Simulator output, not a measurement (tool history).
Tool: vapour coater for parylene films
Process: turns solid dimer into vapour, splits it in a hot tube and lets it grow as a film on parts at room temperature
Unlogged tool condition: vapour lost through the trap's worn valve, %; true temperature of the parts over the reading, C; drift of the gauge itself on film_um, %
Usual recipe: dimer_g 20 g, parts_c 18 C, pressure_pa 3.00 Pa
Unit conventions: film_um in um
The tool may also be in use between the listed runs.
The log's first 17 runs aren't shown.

run    hour  dimer_g  parts_c  pressure_pa  hours of work since the trap's valve was overhauled  hours of work since the table's thermometer was calibrated  film_um
 18   993.3       20       18         2.66                                                  505                                                         644     6.41
 19  1068.5       20       18         2.66                                                  536                                                         675     6.37
 20  1144.3       20       18         2.66                                                  566                                                         705     6.32
 21  1193.1       20       19         6.52                                                  586                                                         725     5.22
 22  1231.6       25       23         3.46                                                  602                                                         741     6.01
     1249.2  -- trap's valve overhauled
 23  1275.4       31       17        10.56                                                   11                                                         757     8.13
 24  1331.1       31       17        10.56                                                   33                                                         780     8.19
 25  1371.0       31       17        10.56                                                   50                                                         796     8.23
 26  1421.4       22       22         8.55                                                   70                                                         817     4.79
 27  1472.0       22       22         8.55                                                   91                                                         838     4.74
 28  1526.2       22       22         8.55                                                  113                                                         860     4.76
 29  1579.2       22       22         8.55                                                  135                                                         881     4.71
 30  1621.5       22       22         8.55                                                  152                                                         899     4.81
 31  1679.7       22       21         2.96                                                  176                                                         922     6.00
 32  1742.5       27       15         4.42                                                  201                                                         948     9.12

Run 33, settings as shown, results not yet in. Your forecast:
 33  1813.3       13       23         6.40                                                  230                                                         977        ?

{"run 33": {"film_um": 2.84}}
Minus the tool's unlogged condition, the same run would have read film_um 2.84 um.
